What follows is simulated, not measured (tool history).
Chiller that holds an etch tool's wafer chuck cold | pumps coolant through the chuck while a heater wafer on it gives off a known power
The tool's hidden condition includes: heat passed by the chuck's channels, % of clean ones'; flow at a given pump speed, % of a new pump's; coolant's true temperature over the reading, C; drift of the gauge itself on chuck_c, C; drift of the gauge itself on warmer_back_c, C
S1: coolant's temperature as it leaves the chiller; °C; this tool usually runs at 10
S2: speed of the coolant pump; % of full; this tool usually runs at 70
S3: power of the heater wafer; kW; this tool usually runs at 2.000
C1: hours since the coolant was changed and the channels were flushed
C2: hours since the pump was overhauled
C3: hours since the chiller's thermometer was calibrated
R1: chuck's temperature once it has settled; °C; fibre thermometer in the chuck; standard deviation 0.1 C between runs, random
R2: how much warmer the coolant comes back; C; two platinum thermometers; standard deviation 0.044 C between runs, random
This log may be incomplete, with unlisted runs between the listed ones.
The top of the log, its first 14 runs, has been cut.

run 15 hour=457.9 | S1=10 S2=70 S3=2.049 | C1=5282 C2=878 C3=1436 | R1=31.9 R2=10.80
run 16 hour=484.5 | S1=10 S2=70 S3=2.049 | C1=5309 C2=904 C3=1463 | R1=31.7 R2=10.77
run 17 hour=511.6 | S1=10 S2=70 S3=2.049 | C1=5336 C2=931 C3=1490 | R1=31.9 R2=10.78
run 18 hour=557.8 | S1=10 S2=93 S3=2.049 | C1=5382 C2=978 C3=1536 | R1=27.5 R2=8.28
run 19 hour=583.4 | S1=7 S2=86 S3=2.864 | C1=5408 C2=1003 C3=1562 | R1=32.9 R2=12.35
run 20 hour=622.5 | S1=11 S2=88 S3=1.631 | C1=5447 C2=1042 C3=1601 | R1=25.5 R2=6.93
run 21 hour=654.9 | S1=18 S2=65 S3=1.631 | C1=5479 C2=1075 C3=1633 | R1=36.3 R2=9.21
run 22 hour=690.4 | S1=18 S2=65 S3=1.631 | C1=5515 C2=1110 C3=1669 | R1=36.5 R2=9.28
run 23 hour=726.1 | S1=18 S2=65 S3=1.631 | C1=5551 C2=1146 C3=1704 | R1=36.6 R2=9.34
run 24 hour=769.1 | S1=2 S2=70 S3=1.387 | C1=5594 C2=1189 C3=1747 | R1=16.7 R2=7.35
run 25 hour=799.9 | S1=10 S2=91 S3=2.818 | C1=5624 C2=1220 C3=1778 | R1=34.5 R2=11.58
run 26 hour=839.5 | S1=8 S2=64 S3=1.468 | C1=5664 C2=1259 C3=1818 | R1=25.0 R2=8.40
run 27 hour=875.8 | S1=7 S2=78 S3=1.468 | C1=5700 C2=1296 C3=1854 | R1=21.2 R2=7.02
run 28 hour=920.2 | S1=9 S2=61 S3=1.621 | C1=5745 C2=1340 C3=1898 | R1=28.3 R2=9.78
run 29 hour=953.3 | S1=9 S2=61 S3=1.601 | C1=5778 C2=1373 C3=1931 | R1=28.2 R2=9.60
run 30 hour=979.1 | S1=9 S2=61 S3=1.120 | C1=5804 C2=1399 C3=1957 | R1=22.3 R2=6.77
run 31 hour=1006.9 | S1=5 S2=92 S3=2.273 | C1=5831 C2=1427 C3=1985 | R1=24.4 R2=9.25

Each row is a separate what-if for the run after 31, all from the same tool condition, not one after another. Results?
run A hour=1050.0 | S1=10 S2=88 S3=1.698 | C1=5874 C2=1470 C3=2028 | R1=? R2=?
run B hour=1050.0 | S1=15 S2=90 S3=2.399 | C1=5874 C2=1470 C3=2028 | R1=? R2=?
run C hour=1050.0 | S1=12 S2=70 S3=2.833 | C1=5874 C2=1470 C3=2028 | R1=? R2=?

run=A R1=24.9 R2=7.23
run=B R1=35.9 R2=9.91
run=C R1=42.3 R2=14.82
The same runs, with their run-to-run variation unchanged, on a tool lacking any hidden condition would have given:
run=A R1=24.9 R2=7.23
run=B R1=35.9 R2=9.91
run=C R1=42.3 R2=14.82
